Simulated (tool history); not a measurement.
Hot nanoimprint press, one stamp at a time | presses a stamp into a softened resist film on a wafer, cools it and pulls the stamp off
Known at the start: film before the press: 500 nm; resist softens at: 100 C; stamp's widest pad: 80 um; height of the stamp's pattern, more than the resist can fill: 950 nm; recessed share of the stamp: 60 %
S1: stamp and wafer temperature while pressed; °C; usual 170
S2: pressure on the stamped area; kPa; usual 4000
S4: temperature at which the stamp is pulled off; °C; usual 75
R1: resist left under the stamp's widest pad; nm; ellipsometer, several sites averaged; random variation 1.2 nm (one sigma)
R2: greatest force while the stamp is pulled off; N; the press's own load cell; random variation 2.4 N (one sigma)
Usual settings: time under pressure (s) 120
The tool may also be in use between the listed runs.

run 1 hour=0 | S1=170 S2=4000 time_under_pressure_(s)=120 S4=75 | R1=279.6 R2=157
-- hour=32.5 press's hydraulic seals changed and the load cell set to zero
run 2 hour=32.5 | S1=170 S2=4000 time_under_pressure_(s)=120 S4=75 | R1=273.9 R2=155
run 3 hour=61.6 | S1=170 S2=4000 time_under_pressure_(s)=120 S4=75 | R1=273.1 R2=159
run 4 hour=107.9 | S1=170 S2=4000 time_under_pressure_(s)=120 S4=75 | R1=271.5 R2=163
run 5 hour=161.4 | S1=166 S2=4000 time_under_pressure_(s)=120 S4=75 | R1=312.1 R2=172
run 6 hour=219.4 | S1=170 S2=4000 time_under_pressure_(s)=120 S4=82 | R1=270.6 R2=159
-- hour=243.2 stamp cleaned and given a new release coat
run 7 hour=252.2 | S1=170 S2=4000 time_under_pressure_(s)=120 S4=82 | R1=273.3 R2=127
run 8 hour=290.9 | S1=170 S2=4000 time_under_pressure_(s)=120 S4=82 | R1=271.9 R2=128
run 9 hour=339.6 | S1=170 S2=4000 time_under_pressure_(s)=120 S4=82 | R1=270.4 R2=134
run 10 hour=393.4 | S1=177 S2=4000 time_under_pressure_(s)=120 S4=82 | R1=208.5 R2=138
run 11 hour=437.1 | S1=177 S2=4000 time_under_pressure_(s)=120 S4=82 | R1=208.2 R2=139
run 12 hour=468 | S1=177 S2=4000 time_under_pressure_(s)=120 S4=82 | R1=207 R2=137
run 13 hour=521.2 | S1=170 S2=4000 time_under_pressure_(s)=120 S4=75 | R1=267.8 R2=158
run 14 hour=546.2 | S1=170 S2=4000 time_under_pressure_(s)=120 S4=75 | R1=267.5 R2=154
run 15 hour=581.1 | S1=170 S2=4000 time_under_pressure_(s)=120 S4=75 | R1=265.1 R2=159
run 16 hour=611.4 | S1=170 S2=4000 time_under_pressure_(s)=120 S4=75 | R1=265 R2=154
run 17 hour=643.7 | S1=180 S2=3270 time_under_pressure_(s)=220 S4=69 | R1=154.5 R2=171
run 18 hour=695.2 | S1=180 S2=3270 time_under_pressure_(s)=220 S4=69 | R1=153.6 R2=176
-- hour=722.6 plate thermocouple calibrated
run 19 hour=735.3 | S1=180 S2=3270 time_under_pressure_(s)=113 S4=69 | R1=219.5 R2=179
-- hour=772.5 stamp cleaned and given a new release coat
run 20 hour=795.9 | S1=175 S2=3250 time_under_pressure_(s)=70 S4=61 | R1=304.9 R2=160
run 21 hour=842.2 | S1=175 S2=3250 time_under_pressure_(s)=70 S4=61 | R1=304.5 R2=167
run 22 hour=879.3 | S1=168 S2=2690 time_under_pressure_(s)=75 S4=64 | R1=378.5 R2=170
run 23 hour=916.4 | S1=166 S2=4100 time_under_pressure_(s)=74 S4=75 | R1=357.5 R2=149
run 24 hour=966.2 | S1=175 S2=4000 time_under_pressure_(s)=223 S4=75 | R1=181.5 R2=153
run 25 hour=997.5 | S1=175 S2=4000 time_under_pressure_(s)=223 S4=75 | R1=179 R2=152
run 26 hour=1028.3 | S1=165 S2=5000 time_under_pressure_(s)=120 S4=75 | R1=305.9 R2=154
run 27 hour=1054.9 | S1=178 S2=3650 time_under_pressure_(s)=73 S4=62 | R1=260 R2=175
run 28 hour=1112.2 | S1=163 S2=4000 time_under_pressure_(s)=152 S4=75 | R1=323.8 R2=160
run 29 hour=1145.9 | S1=163 S2=4000 time_under_pressure_(s)=152 S4=75 | R1=321.9 R2=162
run 30 hour=1197.1 | S1=163 S2=4000 time_under_pressure_(s)=152 S4=75 | R1=321.2 R2=162

4 ways to go on from here, each from the tool as it stands after run 30. What would each give?
run A hour=1244.8 | S1=179 S2=5830 time_under_pressure_(s)=152 S4=75 | R1=? R2=?
run B hour=1244.8 | S1=164 S2=2720 time_under_pressure_(s)=152 S4=73 | R1=? R2=?
run C hour=1244.8 | S1=176 S2=4000 time_under_pressure_(s)=207 S4=73 | R1=? R2=?
run D hour=1244.8 | S1=163 S2=4000 time_under_pressure_(s)=152 S4=75 | R1=? R2=?

run=A R1=151.5 R2=167
run=B R1=348.3 R2=169
run=C R1=175.5 R2=174
run=D R1=323.4 R2=167
Without the tool's hidden state the same runs would have given:
run=A R1=152.6 R2=138
run=B R1=354.8 R2=140
run=C R1=178.7 R2=144
run=D R1=328.9 R2=138
